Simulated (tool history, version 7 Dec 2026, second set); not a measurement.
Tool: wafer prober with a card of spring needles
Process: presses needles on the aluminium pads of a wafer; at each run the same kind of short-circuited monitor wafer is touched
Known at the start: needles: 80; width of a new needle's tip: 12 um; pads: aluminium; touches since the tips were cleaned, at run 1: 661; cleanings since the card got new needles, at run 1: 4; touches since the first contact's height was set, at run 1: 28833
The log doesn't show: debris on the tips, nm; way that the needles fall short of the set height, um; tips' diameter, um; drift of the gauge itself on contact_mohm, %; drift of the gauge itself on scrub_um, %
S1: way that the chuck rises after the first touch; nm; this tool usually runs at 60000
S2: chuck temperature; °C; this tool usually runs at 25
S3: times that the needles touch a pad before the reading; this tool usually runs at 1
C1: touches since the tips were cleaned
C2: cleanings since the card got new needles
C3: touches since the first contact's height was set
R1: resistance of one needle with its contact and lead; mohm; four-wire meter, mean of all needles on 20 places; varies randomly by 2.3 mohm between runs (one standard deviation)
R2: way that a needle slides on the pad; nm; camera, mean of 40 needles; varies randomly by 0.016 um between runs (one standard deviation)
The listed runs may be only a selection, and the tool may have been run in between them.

Run 1, hour 0: usual settings; C1 661; C2 4; C3 28833. Result: R1 305 mohm, R2 9550 nm.
At hour 27.2: tips cleaned on abrasive film.
Run 2, hour 35.2: usual settings but S1 58000 nm; C1 1724; C2 5; C3 36443. Result: R1 417 mohm, R2 9260 nm.
At hour 56.7: tips cleaned on abrasive film.
Run 3, hour 56.7: usual settings but S1 58000 nm; C1 0; C2 6; C3 41087. Result: R1 273 mohm, R2 9230 nm.
At hour 86.3: tips cleaned on abrasive film.
Run 4, hour 90: usual settings but S1 58000 nm; C1 801; C2 7; C3 48305. Result: R1 301 mohm, R2 9230 nm.
At hour 116.7: tips cleaned on abrasive film.
Run 5, hour 121: usual settings but S2 60 °C; C1 928; C2 8; C3 54994. Result: R1 318 mohm, R2 9530 nm.
At hour 134.3: tips cleaned on abrasive film, once more.
Run 6, hour 140.5: usual settings but S2 60 °C; C1 1333; C2 9; C3 59205. Result: R1 326 mohm, R2 9510 nm.
At hour 162.9: tips cleaned on abrasive film.
Run 7, hour 162.9: usual settings but S3 3; C1 0; C2 10; C3 64059. Result: R1 271 mohm, R2 9480 nm.
Run 8, hour 180.4: usual settings but S3 3; C1 3794; C2 10; C3 67853. Result: R1 303 mohm, R2 9460 nm.
At hour 191.1: tips cleaned on abrasive film.
At hour 219.3: tips cleaned on abrasive film.
Run 9, hour 219.3: usual settings but S3 3; C1 0; C2 12; C3 76249. Result: R1 274 mohm, R2 9460 nm.
At hour 248.6: tips cleaned on abrasive film.
Run 10, hour 250.1: usual settings but S3 3; C1 319; C2 13; C3 82906. Result: R1 274 mohm, R2 9490 nm.
At hour 276.6: tips cleaned on abrasive film.
Run 11, hour 286.5: usual settings but S3 3; C1 2148; C2 14; C3 90800. Result: R1 291 mohm, R2 9440 nm.
At hour 305.3: tips cleaned on abrasive film.
Run 12, hour 314.6: usual settings but S1 49000 nm, S2 41 °C, S3 2; C1 2020; C2 15; C3 96876. Result: R1 332 mohm, R2 7700 nm.
At hour 333.8: tips cleaned on abrasive film.
Run 13, hour 345.6: usual settings but S1 73000 nm, S2 46 °C, S3 2; C1 2564; C2 16; C3 103571. Result: R1 308 mohm, R2 11520 nm.
At hour 362.9: tips cleaned on abrasive film.
Run 14, hour 379.6: usual settings but S1 75000 nm, S2 51 °C; C1 3620; C2 17; C3 110929. Result: R1 334 mohm, R2 11810 nm.
At hour 391.4: tips cleaned on abrasive film.
Run 15, hour 409: usual settings but S1 75000 nm, S2 51 °C; C1 3824; C2 18; C3 117283. Result: R1 343 mohm, R2 11840 nm.
At hour 419.3: tips cleaned on abrasive film.
Run 16, hour 442: usual settings but S2 116 °C; C1 4908; C2 19; C3 124420. Result: R1 385 mohm, R2 9370 nm.
At hour 449.7: tips cleaned on abrasive film.
At hour 477.7: tips cleaned on abrasive film.
Run 17, hour 479.4: usual settings but S2 65 °C; C1 371; C2 21; C3 132498. Result: R1 302 mohm, R2 9390 nm.
At hour 492.6: height of the first contact set anew.
At hour 508: tips cleaned on abrasive film.
Run 18, hour 514.6: usual settings but S1 46000 nm, S2 43 °C, S3 2; C1 1436; C2 22; C3 4769. Result: R1 321 mohm, R2 7350 nm.
At hour 535.5: tips cleaned on abrasive film.
Run 19, hour 546.3: usual settings but S1 75000 nm, S2 57 °C, S3 2; C1 2342; C2 23; C3 11621. Result: R1 303 mohm, R2 11950 nm.
At hour 563.9: tips cleaned on abrasive film.
Run 20, hour 577.9: usual settings but S1 62000 nm, S2 56 °C; C1 3047; C2 24; C3 18462. Result: R1 346 mohm, R2 9890 nm.
At hour 592.8: tips cleaned on abrasive film.
Run 21, hour 609: usual settings but S2 37 °C, S3 3; C1 3525; C2 25; C3 25186. Result: R1 301 mohm, R2 9570 nm.
At hour 621.6: tips cleaned on abrasive film.
Run 22, hour 628.6: usual settings but S1 63000 nm, S2 123 °C, S3 3; C1 1527; C2 26; C3 29420. Result: R1 309 mohm, R2 10020 nm.

Below are 4 alternative next runs, each starting from the tool's condition after run 22. Predict each:
At hour 649.7: tips cleaned on abrasive film.
Run A, hour 650.4: usual settings but S2 89 °C; C1 169; C2 27; C3 34132. Result: R1 ?, R2 ?.
At hour 649.7: tips cleaned on abrasive film.
Run B, hour 650.4: usual settings but S1 55000 nm, S2 93 °C, S3 3; C1 169; C2 27; C3 34132. Result: R1 ?, R2 ?.
At hour 649.7: tips cleaned on abrasive film.
Run C, hour 650.4: usual settings but S1 41000 nm, S2 28 °C, S3 3; C1 169; C2 27; C3 34132. Result: R1 ?, R2 ?.
At hour 649.7: tips cleaned on abrasive film.
Run D, hour 650.4: usual settings but S1 65000 nm, S2 36 °C, S3 3; C1 169; C2 27; C3 34132. Result: R1 ?, R2 ?.

run   R1     R2
  A  299   9540
  B  294   8750
  C  281   6480
  D  275  10330
Without the tool's unlogged condition, the same runs would have read:
run   R1     R2
  A  286   9620
  B  288   8820
  C  271   6550
  D  270  10410

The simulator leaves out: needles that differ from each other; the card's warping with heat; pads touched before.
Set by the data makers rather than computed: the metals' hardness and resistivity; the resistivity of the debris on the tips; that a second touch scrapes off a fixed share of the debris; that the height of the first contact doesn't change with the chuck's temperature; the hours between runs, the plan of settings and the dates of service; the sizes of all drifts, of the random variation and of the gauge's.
